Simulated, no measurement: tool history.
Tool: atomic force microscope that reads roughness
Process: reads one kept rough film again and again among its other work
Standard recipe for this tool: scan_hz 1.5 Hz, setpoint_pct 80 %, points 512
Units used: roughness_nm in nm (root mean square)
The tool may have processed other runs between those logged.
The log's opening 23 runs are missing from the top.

-- day=37.396 new tip fitted
run 24 day=37.412 | scan_hz=1.5 setpoint_pct=57 points=313 | roughness_nm=3.524
run 25 day=39.738 | scan_hz=0.69 setpoint_pct=68 points=471 | roughness_nm=3.099
-- day=41.1 new tip fitted
run 26 day=41.1 | scan_hz=1.5 setpoint_pct=63 points=306 | roughness_nm=3.498
run 27 day=43.35 | scan_hz=0.85 setpoint_pct=89 points=681 | roughness_nm=2.991
run 28 day=44.496 | scan_hz=0.85 setpoint_pct=89 points=681 | roughness_nm=2.832
-- day=44.846 new tip fitted
run 29 day=46.704 | scan_hz=2.19 setpoint_pct=68 points=300 | roughness_nm=3.029
-- day=48.533 new tip fitted
run 30 day=48.533 | scan_hz=0.59 setpoint_pct=66 points=512 | roughness_nm=3.58
run 31 day=50.312 | scan_hz=0.68 setpoint_pct=72 points=317 | roughness_nm=3.165

Each row is a separate what-if for the run after 31, all from the same tool condition, not one after another. Results?
-- day=52.242 new tip fitted
run A day=52.262 | scan_hz=1.36 setpoint_pct=65 points=920 | roughness_nm=?
-- day=52.242 new tip fitted
run B day=52.262 | scan_hz=0.65 setpoint_pct=80 points=789 | roughness_nm=?
-- day=52.242 new tip fitted
run C day=52.262 | scan_hz=3.67 setpoint_pct=67 points=259 | roughness_nm=?
-- day=52.242 new tip fitted
run D day=52.262 | scan_hz=2.54 setpoint_pct=72 points=317 | roughness_nm=?
-- day=52.242 new tip fitted
run E day=52.262 | scan_hz=2.27 setpoint_pct=68 points=512 | roughness_nm=?

run=A roughness_nm=3.514
run=B roughness_nm=3.494
run=C roughness_nm=3.302
run=D roughness_nm=3.293
run=E roughness_nm=3.395
With no hidden state in the tool, these same runs would have given:
run=A roughness_nm=3.549
run=B roughness_nm=3.529
run=C roughness_nm=3.335
run=D roughness_nm=3.326
run=E roughness_nm=3.429
